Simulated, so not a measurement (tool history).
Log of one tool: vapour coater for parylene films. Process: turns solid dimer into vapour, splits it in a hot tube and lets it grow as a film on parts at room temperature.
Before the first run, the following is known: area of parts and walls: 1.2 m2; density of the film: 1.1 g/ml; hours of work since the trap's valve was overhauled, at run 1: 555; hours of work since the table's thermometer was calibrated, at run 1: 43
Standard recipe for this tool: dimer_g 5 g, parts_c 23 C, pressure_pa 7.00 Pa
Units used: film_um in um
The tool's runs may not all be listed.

| run | hour | dimer_g | parts_c | pressure_pa | hours of work since the trap's valve was overhauled | hours of work since the table's thermometer was calibrated | film_um |
|---|---|---|---|---|---|---|---|
| 1 | 0.0 | 5 | 23 | 7.00 | 555 | 43 | 1.76 |
| 2 | 13.6 | 4 | 23 | 7.00 | 564 | 52 | 1.42 |
| 3 | 29.1 | 4 | 23 | 7.00 | 573 | 61 | 1.46 |
| 4 | 38.6 | 4 | 23 | 7.00 | 579 | 67 | 1.45 |
| 5 | 49.7 | 5 | 23 | 7.00 | 586 | 74 | 1.77 |
| 6 | 56.5 | 5 | 23 | 7.00 | 590 | 78 | 1.82 |
| 7 | 70.3 | 5 | 23 | 4.83 | 599 | 87 | 1.91 |
| 8 | 78.2 | 4 | 23 | 7.00 | 604 | 92 | 1.41 |
| 9 | 93.6 | 5 | 23 | 7.00 | 613 | 101 | 1.79 |
| 10 | 104.1 | 5 | 23 | 4.62 | 620 | 108 | 2.03 |
|  | 111.8 | trap's valve overhauled |
| 11 | 121.3 | 5 | 23 | 4.62 | 6 | 116 | 1.99 |
| 12 | 133.6 | 5 | 23 | 4.62 | 14 | 124 | 1.99 |
| 13 | 142.9 | 5 | 23 | 4.62 | 19 | 130 | 2.02 |
| 14 | 149.7 | 5 | 23 | 4.62 | 24 | 134 | 1.99 |
| 15 | 164.3 | 9 | 23 | 7.00 | 33 | 143 | 3.23 |
| 16 | 176.5 | 9 | 23 | 7.00 | 40 | 150 | 3.21 |
| 17 | 183.6 | 9 | 23 | 7.00 | 45 | 155 | 3.24 |
| 18 | 193.1 | 5 | 23 | 7.00 | 51 | 161 | 1.80 |
| 19 | 206.1 | 5 | 23 | 7.00 | 59 | 169 | 1.78 |
| 20 | 219.0 | 5 | 23 | 7.00 | 67 | 177 | 1.78 |
| 21 | 228.6 | 6 | 23 | 7.00 | 73 | 183 | 2.19 |
| 22 | 241.8 | 6 | 23 | 7.00 | 81 | 191 | 2.16 |
| 23 | 252.5 | 6 | 23 | 7.00 | 87 | 198 | 2.14 |
| 24 | 264.7 | 6 | 23 | 7.00 | 95 | 205 | 2.14 |
| 25 | 274.3 | 3 | 28 | 3.44 | 101 | 211 | 1.06 |
| 26 | 283.9 | 2 | 17 | 6.56 | 107 | 217 | 0.96 |
| 27 | 293.8 | 2 | 25 | 4.14 | 113 | 223 | 0.74 |
| 28 | 304.3 | 5 | 23 | 11.13 | 120 | 230 | 1.60 |
| 29 | 311.7 | 4 | 29 | 7.00 | 124 | 235 | 1.12 |
| 30 | 320.9 | 5 | 19 | 4.20 | 130 | 240 | 2.44 |
| 31 | 328.0 | 2 | 18 | 6.76 | 134 | 245 | 0.90 |
| 32 | 334.4 | 5 | 17 | 7.00 | 138 | 249 | 2.27 |
| 33 | 343.6 | 5 | 32 | 2.05 | 144 | 254 | 1.71 |
| 34 | 354.3 | 5 | 32 | 2.05 | 151 | 261 | 1.70 |
| 35 | 369.4 | 5 | 23 | 8.98 | 160 | 270 | 1.67 |
| 36 | 381.2 | 7 | 15 | 3.01 | 167 | 278 | 4.29 |
| 37 | 392.5 | 4 | 25 | 10.42 | 174 | 285 | 1.22 |
| 38 | 400.9 | 5 | 20 | 10.42 | 180 | 290 | 1.82 |
| 39 | 414.4 | 6 | 30 | 5.03 | 188 | 298 | 1.73 |
| 40 | 425.9 | 6 | 30 | 5.03 | 195 | 306 | 1.75 |
| 41 | 439.5 | 6 | 30 | 5.93 | 204 | 314 | 1.68 |
| 42 | 452.7 | 6 | 30 | 5.93 | 212 | 322 | 1.74 |
| 43 | 462.8 | 6 | 30 | 5.93 | 218 | 328 | 1.72 |
| 44 | 469.8 | 4 | 23 | 5.18 | 223 | 333 | 1.56 |
| 45 | 484.0 | 4 | 23 | 5.18 | 231 | 342 | 1.51 |
| 46 | 490.6 | 7 | 23 | 5.18 | 235 | 346 | 2.68 |
| 47 | 498.0 | 7 | 23 | 3.97 | 240 | 350 | 2.90 |
| 48 | 512.4 | 7 | 23 | 3.97 | 249 | 359 | 2.90 |

Branching from run 48: 3 alternative next runs. What would each branch give?
| A | 519.2 | 3 | 24 | 3.97 | 253 | 364 | ? |
| B | 519.2 | 2 | 23 | 3.97 | 253 | 364 | ? |
| C | 519.2 | 6 | 31 | 4.13 | 253 | 364 | ? |

| run | film_um |
|---|---|
| A | 1.19 |
| B | 0.81 |
| C | 1.78 |
With no hidden state in the tool, these same runs would have given:
| run | film_um |
|---|---|
| A | 1.19 |
| B | 0.81 |
| C | 1.79 |
